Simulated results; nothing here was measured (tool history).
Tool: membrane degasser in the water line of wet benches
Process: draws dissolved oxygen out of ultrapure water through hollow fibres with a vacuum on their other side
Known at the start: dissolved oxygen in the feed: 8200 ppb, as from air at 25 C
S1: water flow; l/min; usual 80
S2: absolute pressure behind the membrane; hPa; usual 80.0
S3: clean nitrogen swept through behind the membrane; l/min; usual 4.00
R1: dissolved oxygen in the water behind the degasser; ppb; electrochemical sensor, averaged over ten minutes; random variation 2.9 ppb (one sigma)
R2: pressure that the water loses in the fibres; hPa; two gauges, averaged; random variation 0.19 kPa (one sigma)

run    hour   S1     S2     S3      R1     R2
  1     0.0   80   80.0   4.00   307.9  392.9
  2    96.1   80   80.0   4.00   315.4  392.0
  3   208.3   80   80.0   4.00   311.8  389.8
  4   280.4   80   80.0   4.00   314.2  389.8
  5   345.8   80   80.0   4.00   311.5  394.5
  6   484.2   80   80.0   2.98   378.1  393.4
  7   603.0   80   80.0   4.00   315.2  396.3
  8   676.7   80   80.0   4.00   313.3  394.7
  9   813.3   80   80.0  11.92   172.1  393.8
 10   954.2   80   80.0  11.92   173.0  396.4
 11  1069.0   80   80.0  11.92   174.7  396.1
 12  1183.7   80   80.0  11.92   173.7  395.6
 13  1302.2   80   80.0   4.00   325.7  392.5
 14  1433.8   80   80.0   4.29   307.1  395.9
 15  1495.9   50   80.0   4.00   165.1  248.3
 16  1558.1   50   80.0   4.00   164.8  247.5
 17  1670.6   50   80.0   4.00   166.1  249.2
 18  1742.8   78   78.9   4.00   307.2  389.3
 19  1851.7   78   78.9   4.00   309.3  389.0
     1863.6  -- vacuum gauge calibrated
 20  1991.3   78   78.9   4.00   324.1  390.2
 21  2072.6   78  102.2   1.98   667.2  390.3
     2097.0  -- seals of the vacuum lines changed
 22  2183.8  124  180.3   1.98  1841.7  620.8
 23  2258.3   57   71.6   2.66   249.4  286.2
 24  2398.5   71   58.7   2.41   276.9  356.5
 25  2520.7   71   58.7   2.41   278.9  354.0
 26  2592.6  107   87.1   1.62   937.4  537.9
 27  2666.6  122   87.1   7.77   583.5  611.8
     2708.7  -- vacuum gauge calibrated, once more
 28  2735.4  122   87.1   7.77   546.9  612.9
 29  2869.1  123  117.4   4.00   870.0  619.9
 30  2935.6  123  117.4   4.00   861.3  617.6
 31  3033.8  123  117.4   4.00   865.4  622.1
 32  3146.5  123  117.4   4.00   862.5  623.1
 33  3281.3  106   80.0   4.00   509.8  535.2

Forecast each of these 3 alternatives for the next run:
  A  3412.1  124  63.1  10.33   ?   ?
  B  3412.1   88  60.9   4.00   ?   ?
  C  3412.1   69  80.0   4.00   ?   ?

run     R1     R2
  A  477.9  627.0
  B  275.4  442.8
  C  238.4  353.1
Without the tool's hidden state the same runs would have given:
run     R1     R2
  A  425.6  599.4
  B  249.7  423.2
  C  225.2  337.8

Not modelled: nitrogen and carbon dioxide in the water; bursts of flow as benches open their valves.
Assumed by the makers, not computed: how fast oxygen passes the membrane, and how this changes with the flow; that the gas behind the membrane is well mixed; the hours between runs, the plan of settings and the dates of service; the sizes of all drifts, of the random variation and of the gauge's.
